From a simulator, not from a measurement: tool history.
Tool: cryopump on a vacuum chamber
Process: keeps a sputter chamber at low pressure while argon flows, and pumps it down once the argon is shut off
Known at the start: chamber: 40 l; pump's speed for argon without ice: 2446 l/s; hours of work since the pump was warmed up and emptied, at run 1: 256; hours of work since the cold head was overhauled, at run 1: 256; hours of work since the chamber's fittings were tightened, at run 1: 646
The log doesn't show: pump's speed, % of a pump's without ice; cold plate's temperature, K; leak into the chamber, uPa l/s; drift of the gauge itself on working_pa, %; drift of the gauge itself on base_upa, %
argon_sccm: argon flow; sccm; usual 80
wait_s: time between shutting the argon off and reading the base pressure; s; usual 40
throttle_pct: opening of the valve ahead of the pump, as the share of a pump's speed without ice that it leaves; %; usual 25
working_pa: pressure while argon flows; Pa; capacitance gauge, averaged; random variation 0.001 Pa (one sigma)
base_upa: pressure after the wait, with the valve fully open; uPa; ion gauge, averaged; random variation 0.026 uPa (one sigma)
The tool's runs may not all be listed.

run,hour,argon_sccm,wait_s,throttle_pct,hours of work since the pump was warmed up and emptied,hours of work since the cold head was overhauled,hours of work since the chamber's fittings were tightened,working_pa,base_upa
1,0.0,80,40,25,256,256,646,0.2315,1.44
2,26.1,80,40,25,272,272,662,0.2317,1.42
3,54.7,80,40,25,290,290,680,0.2329,1.39
4,74.7,80,40,25,302,302,692,0.2340,1.45
5,99.4,80,40,25,317,317,707,0.2341,1.49
6,134.4,80,40,25,339,339,729,0.2373,1.55
7,166.5,80,40,25,359,359,749,0.2376,1.51
8,205.0,80,40,25,383,383,773,0.2390,1.53
9,233.1,80,40,25,401,401,791,0.2427,1.59
10,261.1,80,40,25,418,418,808,0.2411,1.57
11,290.7,80,142,25,437,437,827,0.2415,0.89
# hour 313.0: pump warmed up, emptied and cooled again
12,323.0,80,142,25,6,454,844,0.2225,0.70
13,345.9,80,142,20,20,468,858,0.2777,0.76
14,379.2,80,142,20,41,489,879,0.2767,0.77
15,409.9,80,142,20,60,508,898,0.2793,0.75
16,440.3,80,142,20,79,527,917,0.2816,0.81

Forecast run 17:
17,457.6,80,263,20,90,537,927,?,?

{"run 17": {"working_pa": 0.2814, "base_upa": 0.71}}
Without the tool's hidden state the same run would have given working_pa 0.2775 Pa, base_upa 0.28 uPa.
